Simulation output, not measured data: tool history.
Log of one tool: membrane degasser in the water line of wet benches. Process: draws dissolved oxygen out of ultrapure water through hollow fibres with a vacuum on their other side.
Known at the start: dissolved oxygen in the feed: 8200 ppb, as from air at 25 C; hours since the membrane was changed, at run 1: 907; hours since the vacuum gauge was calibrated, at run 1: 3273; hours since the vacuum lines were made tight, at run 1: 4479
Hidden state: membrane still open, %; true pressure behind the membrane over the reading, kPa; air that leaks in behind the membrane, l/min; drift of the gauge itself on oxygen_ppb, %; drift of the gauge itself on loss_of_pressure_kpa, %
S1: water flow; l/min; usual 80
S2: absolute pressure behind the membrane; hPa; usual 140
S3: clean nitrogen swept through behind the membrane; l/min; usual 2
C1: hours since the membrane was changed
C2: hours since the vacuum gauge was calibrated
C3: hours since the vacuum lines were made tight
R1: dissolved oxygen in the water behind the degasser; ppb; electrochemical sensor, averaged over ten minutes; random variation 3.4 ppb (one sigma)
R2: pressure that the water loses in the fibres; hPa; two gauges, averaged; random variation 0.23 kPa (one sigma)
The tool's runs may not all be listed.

run    hour   S1   S2    S3    C1    C2    C3      R1     R2
  1       0   80  140     2   907  3273  4479   869.4  604.2
  2    72.5   80  140     2   980  3345  4551   869.2  606.1
  3   137.7   81  140     2  1045  3411  4617   877.2    615
  4     194   81  140     2  1101  3467  4673   874.9  616.9
  5   270.4   81  140     2  1178  3543  4749   872.4  618.8
  6   330.3   81  140     2  1238  3603  4809     881  616.9
  7   377.2   53  140     2  1285  3650  4856   606.8  403.4
  8   443.2   80  140  1.06  1351  3716  4922    1298  607.1
  9   485.4   80  140  1.06  1393  3758  4964  1298.9  606.5
 10     553   80  140  1.06  1460  3826  5032  1304.6  607.2
 11   587.5   86  148  0.83  1495  3860  5066  1667.9  653.8
 12   650.7   86  202  3.26  1558  3923  5129   964.6    660
 13   711.2   86   93  2.67  1619  3984  5190   485.6  658.7
 14   789.9   86   93  2.67  1697  4063  5269   486.1  652.8
 15   862.8  127  221  1.42  1770  4136  5342  2346.7  967.8
 16   922.2  127  221  1.42  1830  4195  5401  2329.8  965.3
 17   977.4   61   98  0.87  1885  4250  5456   789.1  463.1
 18  1018.3   76  140  1.32  1926  4291  5497  1099.1  577.1
 19  1058.9  115  140  1.21  1966  4332  5538  1571.1  875.8
 20  1117.1  115  140  4.77  2024  4390  5596   704.6  876.2

Measured less the same run without the tool's hidden state. The same run-to-run variation is in both; the gauge's scatter may not be:
run     R1     R2
  1   +9.5   +4.1
  2   +9.8   +4.5
  3  +10.2   +4.9
  4  +10.5   +5.1
  5  +10.9   +5.5
  6  +11.3   +5.8
  7   +9.2   +3.9
  8  +11.5   +6.2
  9  +11.8   +6.4
 10  +12.1   +6.7
 11  +10.9   +7.3
 12  +12.1   +7.7
 13  +13.1   +8.1
 14  +13.6   +8.4
 15  +14.6    +13
 16  +14.8  +13.4
 17  +14.3   +6.7
 18  +14.7   +8.4
 19  +19.3  +13.1
 20  +17.2  +13.5
